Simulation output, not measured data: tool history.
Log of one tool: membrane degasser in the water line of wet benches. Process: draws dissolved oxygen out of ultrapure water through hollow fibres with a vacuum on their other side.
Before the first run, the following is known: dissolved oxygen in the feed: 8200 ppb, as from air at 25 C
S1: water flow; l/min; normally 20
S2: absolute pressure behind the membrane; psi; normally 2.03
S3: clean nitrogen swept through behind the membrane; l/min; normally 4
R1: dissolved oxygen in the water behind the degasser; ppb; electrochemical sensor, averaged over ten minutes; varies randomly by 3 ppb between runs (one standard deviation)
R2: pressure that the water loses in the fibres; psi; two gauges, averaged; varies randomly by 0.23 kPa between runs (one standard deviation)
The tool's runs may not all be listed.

| run | hour | S1 | S2 | S3 | R1 | R2 |
|---|---|---|---|---|---|---|
| 1 | 0 | 20 | 2.03 | 4 | 308.5 | 8.596 |
| 2 | 45.1 | 20 | 2.03 | 4 | 306.6 | 8.628 |
| 3 | 120.3 | 20 | 2.03 | 4 | 306.5 | 8.638 |
| 4 | 190.2 | 20 | 2.03 | 4 | 310.1 | 8.681 |
| 5 | 272.9 | 20 | 2.6 | 4 | 355.6 | 8.66 |
| 6 | 325.2 | 20 | 2.6 | 4 | 360.5 | 8.588 |
| 7 | 387.6 | 25 | 3.95 | 2.08 | 869.6 | 10.765 |
| 8 | 457.6 | 24 | 1.57 | 4 | 362.4 | 10.376 |
|  | 464.9 | vacuum gauge calibrated |
| 9 | 548.2 | 21 | 2.32 | 11.81 | 255.4 | 9.094 |
| 10 | 615.9 | 21 | 2.32 | 11.81 | 258.3 | 9.056 |
| 11 | 687.3 | 21 | 2.32 | 11.81 | 257.1 | 9.114 |
| 12 | 741.6 | 21 | 2.32 | 11.81 | 261.5 | 9.016 |

What if the next run were any one of these 3? Each begins from the tool's condition after run 12:
| A | 783.6 | 17 | 1.68 | 4.04 | ? | ? |
| B | 783.6 | 29 | 2.28 | 11.43 | ? | ? |
| C | 783.6 | 26 | 3.02 | 11.81 | ? | ? |

| run | R1 | R2 |
|---|---|---|
| A | 222.9 | 7.353 |
| B | 418.6 | 12.566 |
| C | 383.7 | 11.222 |
Stripped of hidden state, with their random variation kept, the same runs would have yielded:
| run | R1 | R2 |
|---|---|---|
| A | 212.6 | 7.248 |
| B | 401.9 | 12.388 |
| C | 368.7 | 11.062 |
